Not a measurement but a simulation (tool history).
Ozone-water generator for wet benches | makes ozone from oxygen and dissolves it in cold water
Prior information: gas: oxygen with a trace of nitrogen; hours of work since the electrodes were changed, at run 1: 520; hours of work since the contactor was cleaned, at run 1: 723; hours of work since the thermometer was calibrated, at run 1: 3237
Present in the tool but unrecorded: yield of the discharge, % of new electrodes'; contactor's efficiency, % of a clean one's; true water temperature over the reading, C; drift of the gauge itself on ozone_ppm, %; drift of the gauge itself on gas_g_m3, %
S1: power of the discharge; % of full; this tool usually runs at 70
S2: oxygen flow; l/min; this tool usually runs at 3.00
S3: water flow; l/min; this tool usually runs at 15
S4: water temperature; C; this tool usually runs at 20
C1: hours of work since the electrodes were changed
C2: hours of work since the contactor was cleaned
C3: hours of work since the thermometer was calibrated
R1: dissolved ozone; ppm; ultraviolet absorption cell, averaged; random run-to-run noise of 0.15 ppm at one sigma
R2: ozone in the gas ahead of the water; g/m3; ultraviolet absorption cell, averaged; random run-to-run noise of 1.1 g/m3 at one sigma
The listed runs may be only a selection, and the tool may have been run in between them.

{"run": 1, "hour": 0.0, "S1": 70, "S2": 3.0, "S3": 15, "S4": 20, "C1": 520, "C2": 723, "C3": 3237, "R1": 18.0, "R2": 207.6}
{"run": 2, "hour": 48.0, "S1": 70, "S2": 3.0, "S3": 15, "S4": 20, "C1": 557, "C2": 760, "C3": 3274, "R1": 17.8, "R2": 205.7}
{"run": 3, "hour": 136.5, "S1": 70, "S2": 3.0, "S3": 15, "S4": 20, "C1": 625, "C2": 828, "C3": 3342, "R1": 18.3, "R2": 204.1}
{"run": 4, "hour": 245.4, "S1": 70, "S2": 3.0, "S3": 15, "S4": 20, "C1": 709, "C2": 912, "C3": 3426, "R1": 18.0, "R2": 206.3}
{"run": 5, "hour": 337.7, "S1": 70, "S2": 3.0, "S3": 15, "S4": 20, "C1": 780, "C2": 983, "C3": 3497, "R1": 18.3, "R2": 207.0}
{"run": 6, "hour": 404.3, "S1": 70, "S2": 3.0, "S3": 15, "S4": 20, "C1": 831, "C2": 1034, "C3": 3549, "R1": 17.9, "R2": 204.9}
{"run": 7, "hour": 499.7, "S1": 70, "S2": 3.0, "S3": 15, "S4": 20, "C1": 905, "C2": 1108, "C3": 3622, "R1": 18.1, "R2": 203.3}
{"run": 8, "hour": 553.4, "S1": 70, "S2": 3.0, "S3": 15, "S4": 20, "C1": 946, "C2": 1149, "C3": 3664, "R1": 18.1, "R2": 204.6}
{"run": 9, "hour": 631.4, "S1": 70, "S2": 3.0, "S3": 15, "S4": 20, "C1": 1007, "C2": 1210, "C3": 3724, "R1": 18.2, "R2": 203.5}
{"run": 10, "hour": 737.9, "S1": 70, "S2": 3.0, "S3": 15, "S4": 20, "C1": 1089, "C2": 1292, "C3": 3806, "R1": 18.1, "R2": 204.5}
{"run": 11, "hour": 789.2, "S1": 70, "S2": 4.58, "S3": 15, "S4": 20, "C1": 1128, "C2": 1331, "C3": 3845, "R1": 19.9, "R2": 177.2}
{"run": 12, "hour": 838.5, "S1": 70, "S2": 4.58, "S3": 15, "S4": 20, "C1": 1166, "C2": 1369, "C3": 3884, "R1": 19.8, "R2": 176.7}
{"run": 13, "hour": 920.0, "S1": 70, "S2": 3.61, "S3": 15, "S4": 20, "C1": 1229, "C2": 1432, "C3": 3946, "R1": 18.9, "R2": 190.3}
{"run": 14, "hour": 1013.4, "S1": 52, "S2": 3.0, "S3": 15, "S4": 20, "C1": 1301, "C2": 1504, "C3": 4018, "R1": 14.7, "R2": 164.1}
{"run": 15, "hour": 1102.3, "S1": 52, "S2": 3.0, "S3": 15, "S4": 20, "C1": 1370, "C2": 1573, "C3": 4087, "R1": 14.4, "R2": 164.6}
{"run": 16, "hour": 1162.7, "S1": 70, "S2": 3.0, "S3": 15, "S4": 20, "C1": 1416, "C2": 1619, "C3": 4134, "R1": 18.0, "R2": 202.1}
{"run": 17, "hour": 1261.8, "S1": 70, "S2": 3.0, "S3": 15, "S4": 20, "C1": 1493, "C2": 1696, "C3": 4210, "R1": 18.3, "R2": 202.4}
{"run": 18, "hour": 1346.4, "S1": 70, "S2": 2.36, "S3": 12, "S4": 20, "C1": 1558, "C2": 1761, "C3": 4275, "R1": 20.1, "R2": 216.3}
{"hour": 1369.0, "done": "gauge calibrated"}
{"run": 19, "hour": 1414.8, "S1": 79, "S2": 3.59, "S3": 13, "S4": 22, "C1": 1611, "C2": 1814, "C3": 4328, "R1": 22.1, "R2": 211.8}
{"run": 20, "hour": 1493.5, "S1": 79, "S2": 3.54, "S3": 13, "S4": 25, "C1": 1671, "C2": 1874, "C3": 4389, "R1": 21.0, "R2": 214.7}
{"run": 21, "hour": 1570.5, "S1": 79, "S2": 3.54, "S3": 13, "S4": 25, "C1": 1731, "C2": 1934, "C3": 4448, "R1": 20.8, "R2": 212.4}
{"run": 22, "hour": 1633.9, "S1": 79, "S2": 3.54, "S3": 13, "S4": 25, "C1": 1780, "C2": 1983, "C3": 4497, "R1": 21.0, "R2": 214.1}
{"run": 23, "hour": 1691.6, "S1": 70, "S2": 2.17, "S3": 15, "S4": 13, "C1": 1824, "C2": 2027, "C3": 4541, "R1": 17.4, "R2": 228.5}
{"run": 24, "hour": 1803.6, "S1": 88, "S2": 1.62, "S3": 15, "S4": 23, "C1": 1911, "C2": 2114, "C3": 4628, "R1": 16.8, "R2": 294.1}
{"run": 25, "hour": 1891.7, "S1": 88, "S2": 1.62, "S3": 15, "S4": 23, "C1": 1978, "C2": 2181, "C3": 4696, "R1": 16.4, "R2": 295.5}
{"run": 26, "hour": 1938.2, "S1": 88, "S2": 1.62, "S3": 15, "S4": 23, "C1": 2014, "C2": 2217, "C3": 4732, "R1": 16.8, "R2": 295.0}
{"run": 27, "hour": 1996.8, "S1": 70, "S2": 3.0, "S3": 12, "S4": 24, "C1": 2060, "C2": 2263, "C3": 4777, "R1": 20.2, "R2": 205.7}
{"run": 28, "hour": 2082.4, "S1": 72, "S2": 3.0, "S3": 15, "S4": 18, "C1": 2126, "C2": 2329, "C3": 4843, "R1": 18.9, "R2": 208.9}
{"run": 29, "hour": 2138.9, "S1": 72, "S2": 3.0, "S3": 15, "S4": 18, "C1": 2169, "C2": 2372, "C3": 4886, "R1": 18.9, "R2": 209.6}
{"run": 30, "hour": 2231.0, "S1": 53, "S2": 1.91, "S3": 19, "S4": 17, "C1": 2240, "C2": 2443, "C3": 4957, "R1": 10.5, "R2": 192.0}
{"run": 31, "hour": 2346.0, "S1": 41, "S2": 5.25, "S3": 19, "S4": 17, "C1": 2329, "C2": 2532, "C3": 5046, "R1": 12.5, "R2": 116.1}
{"run": 32, "hour": 2459.7, "S1": 52, "S2": 5.25, "S3": 19, "S4": 12, "C1": 2417, "C2": 2619, "C3": 5134, "R1": 15.6, "R2": 135.8}

What if the next run were any one of these 4? Each begins from the tool's condition after run 32:
{"run": "A", "hour": 2534.9, "S1": 98, "S2": 5.25, "S3": 19, "S4": 12, "C1": 2474, "C2": 2677, "C3": 5192, "R1": "?", "R2": "?"}
{"run": "B", "hour": 2534.9, "S1": 63, "S2": 2.5, "S3": 20, "S4": 20, "C1": 2474, "C2": 2677, "C3": 5192, "R1": "?", "R2": "?"}
{"run": "C", "hour": 2534.9, "S1": 52, "S2": 1.59, "S3": 15, "S4": 12, "C1": 2474, "C2": 2677, "C3": 5192, "R1": "?", "R2": "?"}
{"run": "D", "hour": 2534.9, "S1": 64, "S2": 3.0, "S3": 10, "S4": 20, "C1": 2474, "C2": 2677, "C3": 5192, "R1": "?", "R2": "?"}

run=A R1=24.5 R2=213.3
run=B R1=12.5 R2=199.2
run=C R1=12.4 R2=200.4
run=D R1=22.5 R2=188.1
Without the tool's unlogged condition, the same runs would have read:
run=A R1=24.6 R2=218.8
run=B R1=12.5 R2=204.3
run=C R1=12.4 R2=205.5
run=D R1=22.5 R2=192.9
